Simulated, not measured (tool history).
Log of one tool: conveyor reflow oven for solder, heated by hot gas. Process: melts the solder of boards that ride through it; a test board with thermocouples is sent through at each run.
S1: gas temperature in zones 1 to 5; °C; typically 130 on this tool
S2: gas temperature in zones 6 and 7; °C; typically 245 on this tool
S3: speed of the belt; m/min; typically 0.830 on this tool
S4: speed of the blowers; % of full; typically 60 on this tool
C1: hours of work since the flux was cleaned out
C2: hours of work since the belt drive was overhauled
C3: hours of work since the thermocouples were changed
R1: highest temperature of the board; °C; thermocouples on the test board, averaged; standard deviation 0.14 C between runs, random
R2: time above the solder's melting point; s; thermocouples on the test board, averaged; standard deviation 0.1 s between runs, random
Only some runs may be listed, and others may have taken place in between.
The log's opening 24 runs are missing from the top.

run 25 day=26.579 | S1=141 S2=239 S3=0.833 S4=53 | C1=87 C2=1131 C3=1053 | R1=220.0 R2=45.57
run 26 day=27.354 | S1=143 S2=257 S3=0.805 S4=60 | C1=96 C2=1141 C3=1063 | R1=240.0 R2=57.43
run 27 day=28.067 | S1=131 S2=260 S3=0.880 S4=63 | C1=105 C2=1150 C3=1072 | R1=238.0 R2=48.68
run 28 day=29.108 | S1=131 S2=260 S3=0.880 S4=63 | C1=118 C2=1163 C3=1085 | R1=238.0 R2=49.06
run 29 day=30.100 | S1=144 S2=256 S3=0.835 S4=60 | C1=130 C2=1175 C3=1097 | R1=237.7 R2=54.81
-- day=30.354 belt drive overhauled, speed set with a stopwatch
run 30 day=30.950 | S1=144 S2=256 S3=0.835 S4=60 | C1=139 C2=7 C3=1105 | R1=237.2 R2=53.99
run 31 day=31.946 | S1=130 S2=260 S3=0.758 S4=52 | C1=151 C2=20 C3=1118 | R1=238.8 R2=56.46
run 32 day=33.017 | S1=129 S2=245 S3=0.757 S4=65 | C1=164 C2=33 C3=1131 | R1=230.5 R2=52.70

3 ways to go on from here, each from the tool as it stands after run 32. What would each give?
run A day=34.267 | S1=130 S2=245 S3=0.776 S4=60 | C1=179 C2=48 C3=1146 | R1=? R2=?
run B day=34.267 | S1=127 S2=243 S3=0.757 S4=53 | C1=179 C2=48 C3=1146 | R1=? R2=?
run C day=34.267 | S1=130 S2=256 S3=0.857 S4=60 | C1=179 C2=48 C3=1146 | R1=? R2=?

run=A R1=228.0 R2=50.08
run=B R1=223.6 R2=48.29
run=C R1=233.6 R2=47.65
Stripped of hidden state, with their random variation kept, the same runs would have yielded:
run=A R1=226.7 R2=49.44
run=B R1=222.3 R2=47.53
run=C R1=232.5 R2=47.12
